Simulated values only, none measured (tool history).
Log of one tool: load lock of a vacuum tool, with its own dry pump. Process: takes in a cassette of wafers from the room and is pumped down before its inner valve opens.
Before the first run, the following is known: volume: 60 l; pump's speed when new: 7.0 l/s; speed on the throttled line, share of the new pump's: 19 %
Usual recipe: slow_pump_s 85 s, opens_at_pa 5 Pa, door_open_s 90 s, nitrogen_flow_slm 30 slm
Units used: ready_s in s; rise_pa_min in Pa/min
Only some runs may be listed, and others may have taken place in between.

run    hour  slow_pump_s  opens_at_pa  door_open_s  nitrogen_flow_slm  incoming humidity of the room's air, %  ready_s  rise_pa_min
  1       0           85            5           90                 30                                    41.8      163        0.038
  2     114           85            5           90                 30                                    46.7    163.2        0.041
  3   255.7           85            5           90                 30                                    44.7    164.4        0.041
  4   438.9           90            5           90                 30                                    41.6    168.3        0.041
  5   658.5           90            5           90                 30                                    45.6    168.8        0.044
  6   831.2           90            5           90                 30                                    43.6    170.8        0.044
  7  1018.1           68            5           90                 30                                    43.2    153.2        0.047
  8  1128.5          128            6           36                 13                                    44.3    197.8        0.045

The next listed run, before its measurement:
  9  1312          136            8          128                 30                                      46        ?            ?

{"run 9": {"ready_s": 201, "rise_pa_min": 0.056}}
With the hidden condition absent and the run-to-run variation left alone, this run would have shown ready_s 191.7 s, rise_pa_min 0.029 Pa/min.
